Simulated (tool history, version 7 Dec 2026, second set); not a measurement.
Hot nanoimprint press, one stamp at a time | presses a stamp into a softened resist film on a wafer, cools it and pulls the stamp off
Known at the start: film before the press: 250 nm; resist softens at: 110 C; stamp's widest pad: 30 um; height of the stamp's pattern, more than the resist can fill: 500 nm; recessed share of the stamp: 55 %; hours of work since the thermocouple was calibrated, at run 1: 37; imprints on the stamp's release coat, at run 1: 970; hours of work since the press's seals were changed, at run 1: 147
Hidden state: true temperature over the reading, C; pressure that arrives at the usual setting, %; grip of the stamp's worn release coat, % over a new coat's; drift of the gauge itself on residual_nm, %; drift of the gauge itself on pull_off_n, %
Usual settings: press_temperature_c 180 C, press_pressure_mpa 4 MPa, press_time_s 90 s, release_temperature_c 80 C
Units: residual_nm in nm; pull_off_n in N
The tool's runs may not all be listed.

| run | hour | press_temperature_c | press_pressure_mpa | press_time_s | release_temperature_c | hours of work since the thermocouple was calibrated | imprints on the stamp's release coat | hours of work since the press's seals were changed | residual_nm | pull_off_n |
|---|---|---|---|---|---|---|---|---|---|---|
| 1 | 0 | 180 | 4 | 90 | 80 | 37 | 970 | 147 | 145.7 | 96 |
| 2 | 5.1 | 180 | 4 | 90 | 80 | 40 | 991 | 150 | 145.1 | 97 |
| 3 | 12.2 | 180 | 4 | 90 | 80 | 44 | 1021 | 154 | 145.5 | 96 |
| 4 | 16.6 | 180 | 4 | 90 | 80 | 47 | 1039 | 157 | 145.6 | 101 |
| 5 | 24.1 | 180 | 4 | 90 | 80 | 52 | 1070 | 162 | 146 | 97 |
| 6 | 33 | 180 | 4 | 90 | 80 | 57 | 1107 | 167 | 145.8 | 98 |
| 7 | 41 | 180 | 4 | 90 | 69 | 62 | 1140 | 172 | 144.8 | 117 |
| 8 | 48 | 180 | 4 | 90 | 69 | 67 | 1169 | 177 | 145.7 | 119 |
| 9 | 54.6 | 180 | 4 | 90 | 83 | 71 | 1196 | 181 | 145.3 | 90 |
| 10 | 63.7 | 190 | 2.64 | 90 | 82 | 76 | 1234 | 187 | 140 | 92 |
| 11 | 72.6 | 171 | 5.46 | 66 | 68 | 82 | 1271 | 192 | 172.5 | 114 |
| 12 | 77.3 | 171 | 5.46 | 66 | 68 | 85 | 1290 | 195 | 171.9 | 118 |
| 13 | 83.9 | 173 | 4 | 90 | 80 | 89 | 1318 | 199 | 172.1 | 97 |
| 14 | 92.4 | 191 | 4 | 143 | 79 | 94 | 1353 | 205 | 93.8 | 101 |
| 15 | 96.1 | 191 | 4 | 58 | 80 | 97 | 1368 | 207 | 127 | 98 |
| 16 | 100.6 | 169 | 4 | 90 | 87 | 100 | 1387 | 210 | 187.8 | 85 |
| 17 | 104.5 | 181 | 4 | 55 | 80 | 102 | 1403 | 212 | 162.2 | 98 |

Forecast each of these 3 alternatives for the next run:
| A | 113.1 | 181 | 4 | 55 | 74 | 107 | 1439 | 218 | ? | ? |
| B | 113.1 | 171 | 2.84 | 55 | 80 | 107 | 1439 | 218 | ? | ? |
| C | 113.1 | 180 | 4 | 48 | 80 | 107 | 1439 | 218 | ? | ? |

| run | residual_nm | pull_off_n |
|---|---|---|
| A | 161.7 | 109 |
| B | 216.7 | 96 |
| C | 171.4 | 94 |
Without the tool's hidden state the same runs would have given:
| run | residual_nm | pull_off_n |
|---|---|---|
| A | 161.7 | 108 |
| B | 216.8 | 94 |
| C | 171.5 | 93 |

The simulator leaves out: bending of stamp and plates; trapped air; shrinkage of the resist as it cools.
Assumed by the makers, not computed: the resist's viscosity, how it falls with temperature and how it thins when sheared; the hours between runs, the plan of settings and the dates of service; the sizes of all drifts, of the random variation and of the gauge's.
